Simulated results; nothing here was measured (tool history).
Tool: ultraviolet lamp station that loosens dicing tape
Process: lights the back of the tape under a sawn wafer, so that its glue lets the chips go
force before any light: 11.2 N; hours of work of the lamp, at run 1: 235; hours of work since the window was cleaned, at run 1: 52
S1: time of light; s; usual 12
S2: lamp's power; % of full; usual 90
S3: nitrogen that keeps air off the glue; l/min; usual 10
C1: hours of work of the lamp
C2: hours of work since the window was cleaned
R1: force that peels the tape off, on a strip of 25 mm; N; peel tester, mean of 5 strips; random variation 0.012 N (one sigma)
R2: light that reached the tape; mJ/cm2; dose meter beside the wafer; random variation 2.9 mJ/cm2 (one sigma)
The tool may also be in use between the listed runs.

run,hour,S1,S2,S3,C1,C2,R1,R2
1,0,12,90,10,235,52,0.778,365
2,12.3,12,90,10,244,61,0.774,358
3,26.3,12,90,10,255,71,0.788,358
4,34.3,12,90,10,261,77,0.793,361
5,43.9,12,90,10,268,85,0.811,348
6,54.3,12,90,10,276,92,0.841,350
7,63.4,12,90,10,283,99,0.836,350
8,71.8,12,77,10,289,105,1.193,299
# hour 73.2: window cleaned of glue's vapour
9,83.2,12,77,10,297,8,1.213,289
10,95.2,6,76,4,306,16,4.88,144
# hour 100.1: window cleaned of glue's vapour, once more
11,103.6,8,64,19,312,3,2.474,168
12,110.8,8,64,19,317,8,2.545,162
13,121.1,8,64,19,325,16,2.585,164
14,133.5,8,64,19,334,25,2.582,162
15,141,12,75,18,340,31,0.972,288
16,151.4,15,96,5,348,38,0.771,455
17,161.6,15,96,5,355,46,0.812,454
18,171.6,9,96,15,363,53,1.199,270

3 ways to go on from here, each from the tool as it stands after run 18. What would each give?
A,185.3,16,96,15,373,64,?,?
B,185.3,7,61,17,373,64,?,?
C,185.3,8,96,15,373,64,?,?

run,R1,R2
A,0.315,473
B,3.451,131
C,1.563,238
Without the tool's hidden state the same runs would have given:
run,R1,R2
A,0.195,603
B,2.525,167
C,0.943,303

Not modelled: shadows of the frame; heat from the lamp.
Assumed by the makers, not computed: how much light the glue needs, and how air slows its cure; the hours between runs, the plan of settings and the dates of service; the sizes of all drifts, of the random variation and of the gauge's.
